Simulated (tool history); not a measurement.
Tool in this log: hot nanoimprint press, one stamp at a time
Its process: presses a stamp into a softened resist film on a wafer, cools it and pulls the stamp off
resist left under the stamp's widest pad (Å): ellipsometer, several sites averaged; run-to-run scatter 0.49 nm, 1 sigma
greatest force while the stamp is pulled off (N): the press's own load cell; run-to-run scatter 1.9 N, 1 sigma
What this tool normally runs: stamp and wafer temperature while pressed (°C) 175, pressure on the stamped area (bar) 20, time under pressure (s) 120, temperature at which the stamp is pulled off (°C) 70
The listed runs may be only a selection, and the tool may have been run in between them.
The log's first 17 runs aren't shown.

run	hour	stamp and wafer temperature while pressed (°C)	pressure on the stamped area (bar)	time under pressure (s)	temperature at which the stamp is pulled off (°C)	hours of work since the thermocouple was calibrated	imprints on the stamp's release coat	hours of work since the press's seals were changed	resist left under the stamp's widest pad (Å)	greatest force while the stamp is pulled off (N)
18	139.8	171	14.7	120	70	119	246	325	2102	201
19	151.2	173	12.2	139	73	128	311	333	1986	200
20	158.2	175	20	98	70	133	351	339	1750	198
21	165.4	175	20	98	70	139	391	344	1744	203
22	175.9	175	20	196	65	147	451	352	1317	204
23	182.1	186	20	196	70	152	486	357	823	200
24	189.4	186	30.6	196	70	157	528	363	673	205
25	194.8	186	30.6	196	70	161	559	367	675	202
26	205.2	175	15.1	120	75	169	618	375	1800	199
27	214.2	171	20	169	70	176	669	382	1675	201
28	219.1	166	20	120	70	180	697	385	2283	199
# hour 228.5: stamp cleaned and given a new release coat
29	234.5	163	20	109	70	187	34	393	2589	200
30	242.2	175	17.7	120	61	193	78	399	1698	213

Forecast each of these 3 alternatives for the next run:
A	253.4	175	17.7	120	69	202	142	407	?	?
B	253.4	168	17.7	120	70	202	142	407	?	?
C	253.4	187	17.7	120	61	202	142	407	?	?

run	resist left under the stamp's widest pad (Å)	greatest force while the stamp is pulled off (N)
A	1687	203
B	2204	200
C	1050	208
Without the tool's unlogged condition, the same runs would have read:
run	resist left under the stamp's widest pad (Å)	greatest force while the stamp is pulled off (N)
A	1688	203
B	2205	199
C	1051	208
